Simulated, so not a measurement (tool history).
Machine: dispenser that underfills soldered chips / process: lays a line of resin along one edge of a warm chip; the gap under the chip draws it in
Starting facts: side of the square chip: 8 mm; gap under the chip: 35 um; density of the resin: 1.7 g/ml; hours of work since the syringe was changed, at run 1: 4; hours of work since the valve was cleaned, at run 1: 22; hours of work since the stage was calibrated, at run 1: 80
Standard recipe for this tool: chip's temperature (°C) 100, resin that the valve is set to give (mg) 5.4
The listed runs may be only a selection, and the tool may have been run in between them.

run	hour	chip's temperature (°C)	resin that the valve is set to give (mg)	hours of work since the syringe was changed	hours of work since the valve was cleaned	hours of work since the stage was calibrated	time until the resin shows at the far edge (s)	resin that the valve gave (mg)
1	0	100	5.4	4	22	80	100.2	5.3
2	2.9	100	5.4	6	24	82	120.6	5.31
3	7.4	100	5.4	9	28	86	166	5.29
# hour 9.3: new syringe of resin
4	10.9	100	5.4	1	30	88	80	5.25
5	14.1	100	5.4	4	33	91	98.3	5.26
6	17.1	100	5.4	6	35	93	124.2	5.26
7	20.6	100	5.4	9	38	96	152.2	5.2
8	22.9	100	5.4	10	40	97	177.8	5.22
# hour 23.6: new syringe of resin
9	25.7	100	5.4	2	42	99	82.5	5.25
10	30.4	114	5.4	5	45	103	68.7	5.22
11	33.3	100	6.05	7	47	105	136.2	5.88
12	37.1	100	6.04	10	50	108	173.6	5.79
# hour 37.6: new syringe of resin
13	39.4	100	6.04	1	52	110	82.6	5.83
14	43.1	100	6.04	4	55	113	105	5.81
15	46.4	100	6.04	7	57	115	128.8	5.82
16	48.7	100	5.4	9	59	117	155.6	5.17
# hour 51.7: new syringe of resin
17	53.5	100	4.89	1	63	120	83.8	4.7
18	56	94	5.4	3	64	122	122.6	5.16
19	60.7	102	5.79	7	68	126	119.9	5.48
20	64	92	6.26	9	71	128	217.2	5.93
# hour 65.8: new syringe of resin
21	66.8	106	6.95	1	73	130	60.5	6.58
22	69.6	106	6.95	3	75	133	74.7	6.56
23	72.4	106	6.95	5	77	135	88.3	6.57
24	75.9	114	6.95	8	80	137	81.7	6.56
# hour 79.8: new syringe of resin
25	80.5	87	4.87	1	83	141	135.3	4.56
26	84.4	114	5.4	4	86	144	61.1	5.08
27	88.4	114	5.4	7	89	147	78.9	5.09
28	91.8	100	5.12	9	92	149	163.3	4.8
# hour 94.1: new syringe of resin
29	94.3	96	5.49	0	93	151	89.6	5.1
30	98.7	94	6.11	4	97	155	124.8	5.7
31	102.5	94	6.11	6	100	157	161.7	5.69
32	106.4	100	6.49	10	103	160	166.1	6.03
# hour 108.2: new syringe of resin
33	110.2	111	5.06	2	105	163	58.6	4.68
34	112.1	111	4.65	3	107	165	69.4	4.3
35	114.8	109	5.19	5	109	167	82	4.81

What if the next run were any one of these 3? Each begins from the tool's condition after run 35:
A	118.7	106	5.89	8	112	170	?	?
B	118.7	88	4.72	8	112	170	?	?
C	118.7	90	4.77	8	112	170	?	?

run	time until the resin shows at the far edge (s)	resin that the valve gave (mg)
A	117.1	5.4
B	258.6	4.35
C	237.7	4.38
With the hidden condition removed and each run's random variation left untouched, the same runs would have given:
run	time until the resin shows at the far edge (s)	resin that the valve gave (mg)
A	55.4	5.86
B	120	4.72
C	110.4	4.76

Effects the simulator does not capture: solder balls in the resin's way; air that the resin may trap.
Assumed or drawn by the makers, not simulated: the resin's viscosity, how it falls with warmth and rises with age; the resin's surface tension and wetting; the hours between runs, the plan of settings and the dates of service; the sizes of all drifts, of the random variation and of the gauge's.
